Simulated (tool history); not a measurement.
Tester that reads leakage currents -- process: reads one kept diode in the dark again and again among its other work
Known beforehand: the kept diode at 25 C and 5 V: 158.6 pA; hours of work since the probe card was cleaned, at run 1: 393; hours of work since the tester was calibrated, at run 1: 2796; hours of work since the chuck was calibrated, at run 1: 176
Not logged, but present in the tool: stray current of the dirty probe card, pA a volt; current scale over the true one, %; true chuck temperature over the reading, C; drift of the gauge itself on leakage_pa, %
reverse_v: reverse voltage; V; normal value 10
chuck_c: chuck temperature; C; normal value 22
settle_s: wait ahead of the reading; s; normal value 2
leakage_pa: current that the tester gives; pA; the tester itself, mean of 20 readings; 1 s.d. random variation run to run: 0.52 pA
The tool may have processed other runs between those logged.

run,hour,reverse_v,chuck_c,settle_s,hours of work since the probe card was cleaned,hours of work since the tester was calibrated,hours of work since the chuck was calibrated,leakage_pa
1,0,10,22,2,393,2796,176,176.38
2,126.5,10,22,2,445,2848,228,178.33
3,293.7,2.9,22,2,513,2916,296,102.91
4,467.4,2.9,22,2,584,2987,367,103.28
5,601.5,2.9,22,2,638,3041,421,103.92
# hour 663.4: tester calibrated
6,790.4,10,22,2,714,52,497,183.25
7,989,10,22,2,795,133,578,184.48
8,1162,10,22,2,866,203,649,185.12
9,1315.4,6.2,22,2,928,266,711,149.67
10,1483.8,3.5,22,0.87,997,334,780,115.67
11,1676.8,1.1,22,0.87,1075,413,858,69.23
12,1771.8,1.1,22,0.87,1114,451,897,69.36
13,1923.9,10,29,2,1176,513,959,319.29
14,2118.3,10,39,2,1255,593,1038,645.91
15,2259.5,6.6,34,0.59,1313,650,1096,380.58
16,2343.7,6.5,49,4.61,1347,684,1130,1049.53

5 options for the next run, each taken on its own from the tool as it stands now. Forecast them:
A,2532.8,2.9,23,2,1424,761,1207,?
B,2532.8,4.1,30,4.29,1424,761,1207,?
C,2532.8,1.1,46,1.24,1424,761,1207,?
D,2532.8,2.3,23,4.61,1424,761,1207,?
E,2532.8,6.5,49,1.74,1424,761,1207,?

run,leakage_pa
A,118.45
B,232.61
C,393.49
D,106.79
E,1055.77
Had the tool no hidden state, the same runs would have come out as:
run,leakage_pa
A,106.81
B,212.18
C,367.82
D,96.63
E,984.14

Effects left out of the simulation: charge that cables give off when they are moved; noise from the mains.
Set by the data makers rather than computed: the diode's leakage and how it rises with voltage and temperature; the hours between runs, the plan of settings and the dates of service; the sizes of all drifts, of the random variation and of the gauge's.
